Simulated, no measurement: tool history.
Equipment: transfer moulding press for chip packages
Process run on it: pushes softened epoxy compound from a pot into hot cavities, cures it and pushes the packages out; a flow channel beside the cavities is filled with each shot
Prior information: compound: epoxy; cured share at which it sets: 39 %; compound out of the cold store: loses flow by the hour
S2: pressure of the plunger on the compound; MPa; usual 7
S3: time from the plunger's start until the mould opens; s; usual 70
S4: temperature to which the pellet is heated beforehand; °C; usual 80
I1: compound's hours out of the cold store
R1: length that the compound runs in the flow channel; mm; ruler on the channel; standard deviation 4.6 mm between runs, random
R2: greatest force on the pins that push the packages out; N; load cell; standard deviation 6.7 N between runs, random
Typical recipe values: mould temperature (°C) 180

Run 1, hour 0: usual settings; I1 12.7. Result: R1 517 mm, R2 575 N.
At hour 5.1: cavities cleaned with cleaning compound and waxed.
Run 2, hour 19.1: usual settings; I1 24.2. Result: R1 487 mm, R2 425 N.
Run 3, hour 35.6: usual settings; I1 45.1. Result: R1 439 mm, R2 454 N.
Run 4, hour 49.8: usual settings; I1 11.9. Result: R1 515 mm, R2 568 N.
At hour 64.2: plunger's sealing rings changed.
Run 5, hour 73: usual settings; I1 23.8. Result: R1 514 mm, R2 583 N.
At hour 84: cavities cleaned with cleaning compound and waxed.
Run 6, hour 93.8: usual settings; I1 12. Result: R1 546 mm, R2 415 N.
Run 7, hour 106.7: usual settings; I1 39.9. Result: R1 465 mm, R2 438 N.
Run 8, hour 132.2: usual settings but S4 84 °C; I1 37.3. Result: R1 477 mm, R2 508 N.
Run 9, hour 149: usual settings but S4 84 °C; I1 34.6. Result: R1 476 mm, R2 547 N.
At hour 160.3: cavities cleaned with cleaning compound and waxed.
Run 10, hour 169.9: usual settings but S4 71 °C; I1 24.4. Result: R1 502 mm, R2 398 N.
Run 11, hour 193.6: usual settings; I1 34.7. Result: R1 484 mm, R2 499 N.
Run 12, hour 220.5: usual settings; I1 9.4. Result: R1 533 mm, R2 623 N.
At hour 236.6: cavities cleaned with cleaning compound and waxed.
Run 13, hour 245.8: usual settings; I1 17.7. Result: R1 510 mm, R2 406 N.
Run 14, hour 268.7: usual settings but mould temperature (°C) 172; I1 40.7. Result: R1 462 mm, R2 836 N.
Run 15, hour 283.6: usual settings but mould temperature (°C) 172; I1 27.7. Result: R1 490 mm, R2 952 N.
Run 16, hour 304.3: usual settings but mould temperature (°C) 172; I1 11. Result: R1 536 mm, R2 1098 N.
At hour 312.9: cavities cleaned with cleaning compound and waxed.
Run 17, hour 322.9: usual settings but mould temperature (°C) 172, S2 6.92 MPa; I1 32.4. Result: R1 477 mm, R2 681 N.
Run 18, hour 344.4: usual settings but mould temperature (°C) 177, S2 8.02 MPa, S3 77 s; I1 29.7. Result: R1 511 mm, R2 464 N.
Run 19, hour 356.8: usual settings but mould temperature (°C) 177, S2 8.02 MPa, S3 68 s, S4 72 °C; I1 30.3. Result: R1 507 mm, R2 760 N.
Run 20, hour 377.2: usual settings but mould temperature (°C) 177, S2 8.02 MPa, S3 62 s, S4 72 °C; I1 19.1. Result: R1 537 mm, R2 1062 N.
At hour 387.5: plunger's sealing rings changed.
At hour 391.2: cavities cleaned with cleaning compound and waxed.
Run 21, hour 394.8: usual settings but mould temperature (°C) 177, S2 8.02 MPa, S3 62 s, S4 78 °C; I1 26.1. Result: R1 539 mm, R2 608 N.
Run 22, hour 412.1: usual settings but mould temperature (°C) 178, S2 7.08 MPa, S3 65 s, S4 89 °C; I1 21.2. Result: R1 525 mm, R2 639 N.
Run 23, hour 426.2: usual settings but mould temperature (°C) 185, S2 5.72 MPa, S4 72 °C; I1 23.3. Result: R1 461 mm, R2 397 N.
Run 24, hour 445.4: usual settings but mould temperature (°C) 176, S2 6.6 MPa, S3 104 s, S4 72 °C; I1 24.5. Result: R1 486 mm, R2 368 N.
At hour 466.5: cavities cleaned with cleaning compound and waxed.
Run 25, hour 466.5: usual settings but mould temperature (°C) 176, S2 8.79 MPa, S3 104 s, S4 73 °C; I1 24.6. Result: R1 561 mm, R2 200 N.
At hour 475.8: mould's thermocouples calibrated.
Run 26, hour 480.4: usual settings but S2 8.71 MPa, S3 107 s; I1 42.4. Result: R1 510 mm, R2 249 N.
Run 27, hour 499.2: usual settings but mould temperature (°C) 173, S2 7.59 MPa, S3 62 s; I1 18.5. Result: R1 547 mm, R2 1078 N.

Some steps in R1, run to run, broken into two amounts with sign: the step expected even without the hidden condition (settings, incoming material, random variation), and the rest, left for the hidden condition together with whatever gauge scatter is not in both the measured and the hidden-condition-free result:
The tool's hidden condition here consists of: true mould temperature over the reading, C; pressure that reaches the compound, % of what is set; grip of the stained cavities, % over clean ones'; drift of the gauge itself on flow_mm, %; drift of the gauge itself on push_out_n, %.
Run 3 -> 4: nothing adjusted, nothing logged. R1 +76 mm: hidden state -5, all else +81.
Run 4 -> 5: plunger's sealing rings changed. R1 -1 mm: hidden state +27, all else -28.
Run 6 -> 7: nothing adjusted, nothing logged. R1 -81 mm: hidden state -1, all else -80.
Run 20 -> 21: S4 72 -> 78, plunger's sealing rings changed, cavities cleaned with cleaning compound and waxed. R1 +2 mm: hidden state +29, all else -27.
